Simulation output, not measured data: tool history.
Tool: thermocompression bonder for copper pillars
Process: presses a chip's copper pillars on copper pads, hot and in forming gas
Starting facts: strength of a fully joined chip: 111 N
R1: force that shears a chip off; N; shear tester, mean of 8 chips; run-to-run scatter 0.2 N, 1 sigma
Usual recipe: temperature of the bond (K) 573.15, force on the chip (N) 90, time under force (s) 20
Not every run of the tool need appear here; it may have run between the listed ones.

run 1 hour=0.0 | temperature_of_the_bond_(K)=573.15 force_on_the_chip_(N)=90 time_under_force_(s)=20 | R1=48.8
run 2 hour=29.8 | temperature_of_the_bond_(K)=573.15 force_on_the_chip_(N)=90 time_under_force_(s)=20 | R1=48.5
run 3 hour=59.8 | temperature_of_the_bond_(K)=573.15 force_on_the_chip_(N)=90 time_under_force_(s)=20 | R1=48.0
run 4 hour=85.8 | temperature_of_the_bond_(K)=573.15 force_on_the_chip_(N)=90 time_under_force_(s)=20 | R1=47.3
run 5 hour=127.4 | temperature_of_the_bond_(K)=573.15 force_on_the_chip_(N)=90 time_under_force_(s)=20 | R1=47.5
run 6 hour=179.7 | temperature_of_the_bond_(K)=573.15 force_on_the_chip_(N)=90 time_under_force_(s)=20 | R1=46.7
-- hour=221.6 forming gas filter changed
run 7 hour=223.2 | temperature_of_the_bond_(K)=595.15 force_on_the_chip_(N)=90 time_under_force_(s)=20 | R1=63.0
run 8 hour=261.6 | temperature_of_the_bond_(K)=595.15 force_on_the_chip_(N)=90 time_under_force_(s)=20 | R1=62.5
run 9 hour=300.6 | temperature_of_the_bond_(K)=573.15 force_on_the_chip_(N)=90 time_under_force_(s)=16 | R1=45.5
run 10 hour=351.1 | temperature_of_the_bond_(K)=573.15 force_on_the_chip_(N)=90 time_under_force_(s)=16 | R1=44.7
-- hour=355.6 force cell calibrated
-- hour=393.2 heater calibrated with a thermocouple chip
run 11 hour=398.9 | temperature_of_the_bond_(K)=588.15 force_on_the_chip_(N)=90 time_under_force_(s)=20 | R1=54.4
run 12 hour=455.4 | temperature_of_the_bond_(K)=546.15 force_on_the_chip_(N)=126 time_under_force_(s)=20 | R1=38.5
-- hour=467.1 force cell calibrated, once more
-- hour=495.5 forming gas filter changed
run 13 hour=495.6 | temperature_of_the_bond_(K)=559.15 force_on_the_chip_(N)=107 time_under_force_(s)=20 | R1=43.5
run 14 hour=532.9 | temperature_of_the_bond_(K)=559.15 force_on_the_chip_(N)=107 time_under_force_(s)=20 | R1=43.2
run 15 hour=570.3 | temperature_of_the_bond_(K)=598.15 force_on_the_chip_(N)=90 time_under_force_(s)=26 | R1=66.0
run 16 hour=601.2 | temperature_of_the_bond_(K)=598.15 force_on_the_chip_(N)=90 time_under_force_(s)=26 | R1=65.3

Forecast each of these 5 alternatives for the next run:
run A hour=657.2 | temperature_of_the_bond_(K)=546.15 force_on_the_chip_(N)=92 time_under_force_(s)=20 | R1=?
run B hour=657.2 | temperature_of_the_bond_(K)=545.15 force_on_the_chip_(N)=90 time_under_force_(s)=26 | R1=?
run C hour=657.2 | temperature_of_the_bond_(K)=549.15 force_on_the_chip_(N)=60 time_under_force_(s)=17 | R1=?
run D hour=657.2 | temperature_of_the_bond_(K)=573.15 force_on_the_chip_(N)=90 time_under_force_(s)=30 | R1=?
run E hour=657.2 | temperature_of_the_bond_(K)=589.15 force_on_the_chip_(N)=92 time_under_force_(s)=33 | R1=?

run=A R1=32.4
run=B R1=35.4
run=C R1=24.2
run=D R1=53.0
run=E R1=64.3
Stripped of hidden state, with their random variation kept, the same runs would have yielded:
run=A R1=32.9
run=B R1=35.9
run=C R1=24.5
run=D R1=54.1
run=E R1=66.0
